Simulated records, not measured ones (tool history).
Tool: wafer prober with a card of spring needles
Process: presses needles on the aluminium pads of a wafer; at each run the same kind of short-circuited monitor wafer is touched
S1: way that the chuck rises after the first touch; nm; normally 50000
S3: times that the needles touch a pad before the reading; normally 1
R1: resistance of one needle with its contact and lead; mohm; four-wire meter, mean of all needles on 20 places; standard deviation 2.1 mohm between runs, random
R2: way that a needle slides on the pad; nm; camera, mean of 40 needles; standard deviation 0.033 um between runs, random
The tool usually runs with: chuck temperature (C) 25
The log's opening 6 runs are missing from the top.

At hour 131.0: tips cleaned on abrasive film.
Run 7, hour 146.5: usual settings. Result: R1 224 mohm, R2 11730 nm.
At hour 149.2: tips cleaned on abrasive film.
Run 8, hour 161.8: usual settings. Result: R1 226 mohm, R2 11650 nm.
At hour 166.3: tips cleaned on abrasive film.
At hour 184.6: tips cleaned on abrasive film.
Run 9, hour 188.9: usual settings but S1 57000 nm. Result: R1 224 mohm, R2 13260 nm.
At hour 202.5: tips cleaned on abrasive film.
Run 10, hour 206.1: usual settings but S1 57000 nm. Result: R1 229 mohm, R2 13370 nm.
At hour 219.3: tips cleaned on abrasive film.
Run 11, hour 234.0: usual settings but chuck temperature (C) 95. Result: R1 245 mohm, R2 11680 nm.
At hour 237.3: tips cleaned on abrasive film.
At hour 252.0: height of the first contact set anew.
At hour 255.4: tips cleaned on abrasive film.
Run 12, hour 256.2: usual settings. Result: R1 229 mohm, R2 11580 nm.
At hour 272.6: tips cleaned on abrasive film.
At hour 289.5: tips cleaned on abrasive film.
Run 13, hour 289.5: usual settings. Result: R1 224 mohm, R2 11610 nm.
At hour 306.9: tips cleaned on abrasive film.
Run 14, hour 310.2: usual settings. Result: R1 225 mohm, R2 11620 nm.
At hour 323.8: tips cleaned on abrasive film.
At hour 340.6: tips cleaned on abrasive film.
Run 15, hour 344.0: usual settings. Result: R1 227 mohm, R2 11620 nm.
At hour 357.9: tips cleaned on abrasive film.
Run 16, hour 365.0: usual settings but chuck temperature (C) 35, S3 2. Result: R1 225 mohm, R2 11560 nm.
At hour 376.2: tips cleaned on abrasive film.
At hour 393.3: tips cleaned on abrasive film.
Run 17, hour 401.7: usual settings but chuck temperature (C) 35, S3 2. Result: R1 228 mohm, R2 11530 nm.
At hour 410.3: tips cleaned on abrasive film.
Run 18, hour 419.3: usual settings but chuck temperature (C) 35, S3 2. Result: R1 228 mohm, R2 11540 nm.
At hour 427.7: tips cleaned on abrasive film.
Run 19, hour 437.2: usual settings but chuck temperature (C) 35, S3 2. Result: R1 225 mohm, R2 11490 nm.
At hour 444.6: tips cleaned on abrasive film.
At hour 463.9: tips cleaned on abrasive film.
Run 20, hour 464.7: usual settings but chuck temperature (C) 35, S3 2. Result: R1 226 mohm, R2 11490 nm.
At hour 481.5: tips cleaned on abrasive film.
Run 21, hour 485.9: usual settings but S1 52000 nm, chuck temperature (C) 37. Result: R1 228 mohm, R2 11900 nm.
At hour 499.4: tips cleaned on abrasive film.
Run 22, hour 511.1: usual settings but S1 34000 nm, chuck temperature (C) 90. Result: R1 251 mohm, R2 7830 nm.
At hour 517.7: tips cleaned on abrasive film.
Run 23, hour 528.3: usual settings but S1 34000 nm, chuck temperature (C) 33. Result: R1 235 mohm, R2 7780 nm.
At hour 536.0: tips cleaned on abrasive film.
At hour 553.3: tips cleaned on abrasive film.
Run 24, hour 562.8: usual settings but S1 53000 nm, chuck temperature (C) 120. Result: R1 253 mohm, R2 12180 nm.
At hour 572.1: tips cleaned on abrasive film.
At hour 589.1: tips cleaned on abrasive film.
Run 25, hour 590.9: usual settings but S1 53000 nm, chuck temperature (C) 120. Result: R1 249 mohm, R2 12180 nm.
At hour 607.5: tips cleaned on abrasive film.
Run 26, hour 617.8: usual settings but S1 53000 nm, chuck temperature (C) 120, S3 3. Result: R1 244 mohm, R2 12210 nm.
At hour 624.5: tips cleaned on abrasive film.
Run 27, hour 634.6: usual settings but S1 43000 nm, chuck temperature (C) 32, S3 2. Result: R1 227 mohm, R2 9830 nm.
At hour 641.1: tips cleaned on abrasive film.
At hour 657.9: tips cleaned on abrasive film.
Run 28, hour 657.9: usual settings. Result: R1 225 mohm, R2 11540 nm.
At hour 677.0: tips cleaned on abrasive film.
Run 29, hour 678.5: usual settings but S1 57000 nm. Result: R1 222 mohm, R2 13040 nm.
At hour 694.8: tips cleaned on abrasive film.
Run 30, hour 697.7: usual settings but S1 41000 nm, chuck temperature (C) 80. Result: R1 242 mohm, R2 9360 nm.

Below are 4 alternative next runs, each starting from the tool's condition after run 30. Predict each:
At hour 712.3: tips cleaned on abrasive film.
At hour 719.2: gauge calibrated.
Run A, hour 727.3: usual settings but S1 35000 nm, chuck temperature (C) 86. Result: R1 ?, R2 ?.
At hour 712.3: tips cleaned on abrasive film.
At hour 719.2: gauge calibrated.
Run B, hour 727.3: usual settings but S1 51000 nm, chuck temperature (C) 67. Result: R1 ?, R2 ?.
At hour 712.3: tips cleaned on abrasive film.
At hour 719.2: gauge calibrated.
Run C, hour 727.3: usual settings but S1 41000 nm, chuck temperature (C) 102. Result: R1 ?, R2 ?.
At hour 712.3: tips cleaned on abrasive film.
At hour 719.2: gauge calibrated.
Run D, hour 727.3: usual settings but S1 41000 nm, chuck temperature (C) 34. Result: R1 ?, R2 ?.

run   R1     R2
  A  248   8150
  B  236  11960
  C  246   9610
  D  231   9670
Without the tool's hidden state the same runs would have given:
run   R1     R2
  A  248   8150
  B  236  11960
  C  246   9610
  D  230   9670
